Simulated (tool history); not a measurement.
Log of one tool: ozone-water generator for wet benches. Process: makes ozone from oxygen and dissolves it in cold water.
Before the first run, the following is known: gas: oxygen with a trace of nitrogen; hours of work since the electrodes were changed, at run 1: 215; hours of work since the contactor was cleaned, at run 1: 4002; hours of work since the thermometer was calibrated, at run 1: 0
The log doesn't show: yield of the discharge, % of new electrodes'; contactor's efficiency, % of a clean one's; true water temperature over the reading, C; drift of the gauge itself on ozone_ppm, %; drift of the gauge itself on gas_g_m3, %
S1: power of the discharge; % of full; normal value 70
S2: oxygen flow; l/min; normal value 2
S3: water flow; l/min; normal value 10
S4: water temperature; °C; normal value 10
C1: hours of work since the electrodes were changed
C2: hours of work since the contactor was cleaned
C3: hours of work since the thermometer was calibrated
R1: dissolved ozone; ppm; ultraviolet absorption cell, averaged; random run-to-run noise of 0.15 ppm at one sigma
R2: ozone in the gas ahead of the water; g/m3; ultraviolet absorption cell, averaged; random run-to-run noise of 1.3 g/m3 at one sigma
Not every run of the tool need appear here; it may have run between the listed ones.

run 1 hour=0 | S1=70 S2=2 S3=10 S4=10 | C1=215 C2=4002 C3=0 | R1=19.8 R2=230.5
run 2 hour=28.3 | S1=70 S2=2 S3=10 S4=10 | C1=243 C2=4029 C3=27 | R1=19.7 R2=231.7
run 3 hour=58.9 | S1=70 S2=2 S3=10 S4=10 | C1=272 C2=4058 C3=56 | R1=19.8 R2=230.8
run 4 hour=80.1 | S1=70 S2=2 S3=10 S4=10 | C1=292 C2=4078 C3=77 | R1=20 R2=231.4
run 5 hour=111 | S1=70 S2=2 S3=10 S4=10 | C1=322 C2=4108 C3=106 | R1=20.1 R2=233.9
run 6 hour=132.7 | S1=70 S2=2 S3=10 S4=10 | C1=343 C2=4129 C3=127 | R1=19.7 R2=233.4
run 7 hour=153.1 | S1=70 S2=2 S3=10 S4=10 | C1=362 C2=4148 C3=147 | R1=19.7 R2=233.1
run 8 hour=182.9 | S1=70 S2=2 S3=10 S4=10 | C1=391 C2=4177 C3=175 | R1=20 R2=232.1
run 9 hour=216.8 | S1=70 S2=2 S3=10 S4=10 | C1=423 C2=4209 C3=208 | R1=19.7 R2=235
run 10 hour=231.3 | S1=70 S2=2 S3=9 S4=11 | C1=437 C2=4223 C3=222 | R1=21.2 R2=234.8
run 11 hour=250.4 | S1=70 S2=2 S3=9 S4=11 | C1=455 C2=4242 C3=240 | R1=21.7 R2=235.2
run 12 hour=274.4 | S1=89 S2=2.93 S3=7 S4=17 | C1=478 C2=4265 C3=263 | R1=31.2 R2=244.8
run 13 hour=301.7 | S1=70 S2=2 S3=10 S4=14 | C1=505 C2=4291 C3=289 | R1=18.7 R2=236.2
run 14 hour=332.8 | S1=49 S2=1.77 S3=7 S4=17 | C1=534 C2=4321 C3=319 | R1=18 R2=184.2
run 15 hour=354.8 | S1=49 S2=1.77 S3=7 S4=17 | C1=555 C2=4342 C3=340 | R1=18.1 R2=184
run 16 hour=368.9 | S1=70 S2=2 S3=12 S4=10 | C1=569 C2=4355 C3=353 | R1=16.4 R2=232.5
run 17 hour=391.6 | S1=70 S2=1.41 S3=12 S4=5 | C1=591 C2=4377 C3=375 | R1=15.3 R2=274.4
run 18 hour=423.5 | S1=70 S2=1.41 S3=12 S4=5 | C1=621 C2=4408 C3=406 | R1=15.1 R2=272

Forecast each of these 3 alternatives for the next run:
run A hour=456.2 | S1=70 S2=1.41 S3=12 S4=14 | C1=653 C2=4439 C3=437 | R1=? R2=?
run B hour=456.2 | S1=70 S2=1.41 S3=14 S4=6 | C1=653 C2=4439 C3=437 | R1=? R2=?
run C hour=456.2 | S1=88 S2=2 S3=10 S4=9 | C1=653 C2=4439 C3=437 | R1=? R2=?

run=A R1=14.5 R2=273.6
run=B R1=12.3 R2=273.4
run=C R1=23.9 R2=286.2
With no hidden state in the tool, these same runs would have given:
run=A R1=14.5 R2=269.2
run=B R1=12.3 R2=268.9
run=C R1=24 R2=281.5
